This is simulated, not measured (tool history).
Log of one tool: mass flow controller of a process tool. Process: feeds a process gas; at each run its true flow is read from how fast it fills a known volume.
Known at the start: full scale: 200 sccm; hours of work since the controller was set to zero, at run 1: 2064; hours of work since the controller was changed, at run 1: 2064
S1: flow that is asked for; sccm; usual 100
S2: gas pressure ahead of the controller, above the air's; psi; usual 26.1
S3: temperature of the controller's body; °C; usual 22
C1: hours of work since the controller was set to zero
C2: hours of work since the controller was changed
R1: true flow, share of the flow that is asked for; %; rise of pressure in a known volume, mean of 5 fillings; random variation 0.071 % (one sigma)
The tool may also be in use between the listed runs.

Run 1, hour 0.0: usual settings; C1 2064; C2 2064. Result: R1 100.25 %.
Run 2, hour 104.8: usual settings but S1 39 sccm; C1 2126; C2 2126. Result: R1 101.41 %.
Run 3, hour 310.2: usual settings but S1 39 sccm; C1 2248; C2 2248. Result: R1 101.33 %.
Run 4, hour 468.5: usual settings but S1 39 sccm; C1 2341; C2 2341. Result: R1 101.60 %.
Run 5, hour 706.0: usual settings but S1 39 sccm, S3 35 °C; C1 2482; C2 2482. Result: R1 99.99 %.
Run 6, hour 876.1: usual settings; C1 2582; C2 2582. Result: R1 100.36 %.
Run 7, hour 1026.0: usual settings but S3 28 °C; C1 2671; C2 2671. Result: R1 99.53 %.
Run 8, hour 1240.3: usual settings; C1 2798; C2 2798. Result: R1 100.23 %.
Run 9, hour 1412.2: usual settings; C1 2899; C2 2899. Result: R1 100.28 %.
Run 10, hour 1520.2: usual settings but S1 32 sccm; C1 2963; C2 2963. Result: R1 102.51 %.
Run 11, hour 1724.0: usual settings but S1 32 sccm; C1 3084; C2 3084. Result: R1 102.61 %.
Run 12, hour 1823.9: usual settings but S1 32 sccm; C1 3143; C2 3143. Result: R1 102.72 %.
Run 13, hour 1982.1: usual settings but S1 32 sccm; C1 3236; C2 3236. Result: R1 102.69 %.
Run 14, hour 2078.0: usual settings but S3 32 °C; C1 3293; C2 3293. Result: R1 99.17 %.
Run 15, hour 2238.5: usual settings but S3 32 °C; C1 3388; C2 3388. Result: R1 99.12 %.
Run 16, hour 2421.2: usual settings but S3 32 °C; C1 3496; C2 3496. Result: R1 99.10 %.
Run 17, hour 2626.4: usual settings but S3 32 °C; C1 3617; C2 3617. Result: R1 99.10 %.
Run 18, hour 2813.2: usual settings but S3 28 °C; C1 3728; C2 3728. Result: R1 99.75 %.
Run 19, hour 3043.1: usual settings; C1 3864; C2 3864. Result: R1 100.42 %.
Run 20, hour 3236.7: usual settings but S2 36.0 psi; C1 3978; C2 3978. Result: R1 100.16 %.
Run 21, hour 3364.2: usual settings; C1 4053; C2 4053. Result: R1 100.27 %.
Run 22, hour 3576.7: usual settings; C1 4179; C2 4179. Result: R1 100.17 %.
Run 23, hour 3729.9: usual settings but S2 39.6 psi; C1 4270; C2 4270. Result: R1 99.97 %.
Run 24, hour 3919.6: usual settings but S2 39.6 psi; C1 4382; C2 4382. Result: R1 100.18 %.
Run 25, hour 4103.0: usual settings but S1 28 sccm, S2 30.6 psi, S3 21 °C; C1 4490; C2 4490. Result: R1 104.58 %.
Run 26, hour 4305.8: usual settings but S1 37 sccm, S2 21.3 psi; C1 4610; C2 4610. Result: R1 103.21 %.
Run 27, hour 4404.1: usual settings but S1 197 sccm, S2 22.0 psi, S3 26 °C; C1 4668; C2 4668. Result: R1 99.37 %.
Run 28, hour 4588.0: usual settings but S1 57 sccm, S3 38 °C; C1 4777; C2 4777. Result: R1 99.70 %.
Run 29, hour 4793.3: usual settings but S1 83 sccm, S3 38 °C; C1 4898; C2 4898. Result: R1 98.77 %.
Run 30, hour 4910.1: usual settings but S1 29 sccm, S3 20 °C; C1 4968; C2 4968. Result: R1 105.13 %.
At hour 5081.8: controller's zero set anew.
Run 31, hour 5081.8: usual settings but S1 83 sccm, S3 24 °C; C1 0; C2 5069. Result: R1 98.31 %.
Run 32, hour 5246.3: usual settings but S1 83 sccm, S3 24 °C; C1 97; C2 5166. Result: R1 98.23 %.
Run 33, hour 5467.4: usual settings but S1 98 sccm, S2 38.1 psi, S3 32 °C; C1 228; C2 5297. Result: R1 97.14 %.
Run 34, hour 5596.4: usual settings but S1 98 sccm, S2 38.1 psi, S3 32 °C; C1 304; C2 5373. Result: R1 97.08 %.
Run 35, hour 5727.0: usual settings but S1 98 sccm, S2 25.7 psi, S3 32 °C; C1 382; C2 5450. Result: R1 97.35 %.
Run 36, hour 5835.7: usual settings but S2 24.5 psi, S3 28 °C; C1 446; C2 5515. Result: R1 97.80 %.
Run 37, hour 6022.1: usual settings but S1 32 sccm, S2 24.5 psi, S3 21 °C; C1 556; C2 5625. Result: R1 98.99 %.
Run 38, hour 6154.0: usual settings but S2 34.2 psi; C1 634; C2 5703. Result: R1 98.34 %.
Run 39, hour 6363.6: usual settings but S2 34.2 psi; C1 758; C2 5827. Result: R1 98.40 %.
Run 40, hour 6466.1: usual settings but S2 34.2 psi; C1 819; C2 5887. Result: R1 98.46 %.
Run 41, hour 6659.6: usual settings but S2 34.2 psi; C1 933; C2 6002. Result: R1 98.36 %.
Run 42, hour 6823.1: usual settings but S2 34.2 psi; C1 1030; C2 6098. Result: R1 98.43 %.
Run 43, hour 6997.9: usual settings but S2 34.2 psi; C1 1133; C2 6202. Result: R1 98.51 %.
Run 44, hour 7149.1: usual settings but S1 41 sccm, S2 32.9 psi, S3 37 °C; C1 1222; C2 6291. Result: R1 97.17 %.
Run 45, hour 7312.2: usual settings but S1 41 sccm, S2 32.9 psi, S3 37 °C; C1 1319; C2 6388. Result: R1 97.24 %.
Run 46, hour 7442.5: usual settings but S1 173 sccm, S2 21.3 psi, S3 38 °C; C1 1396; C2 6465. Result: R1 96.64 %.
Run 47, hour 7537.7: usual settings but S1 173 sccm, S2 21.3 psi, S3 38 °C; C1 1452; C2 6521. Result: R1 96.64 %.

Below are 3 alternative next runs, each starting from the tool's condition after run 47. Predict each:
Run A, hour 7737.4: usual settings but S2 37.1 psi; C1 1570; C2 6639. Result: R1 ?.
Run B, hour 7737.4: usual settings but S1 116 sccm, S2 23.8 psi, S3 36 °C; C1 1570; C2 6639. Result: R1 ?.
Run C, hour 7737.4: usual settings but S1 31 sccm, S2 36.7 psi, S3 21 °C; C1 1570; C2 6639. Result: R1 ?.

run     R1
  A  98.31
  B  96.90
  C  99.64
Without the tool's unlogged condition, the same runs would have read:
run     R1
  A  99.82
  B  98.50
  C  99.73
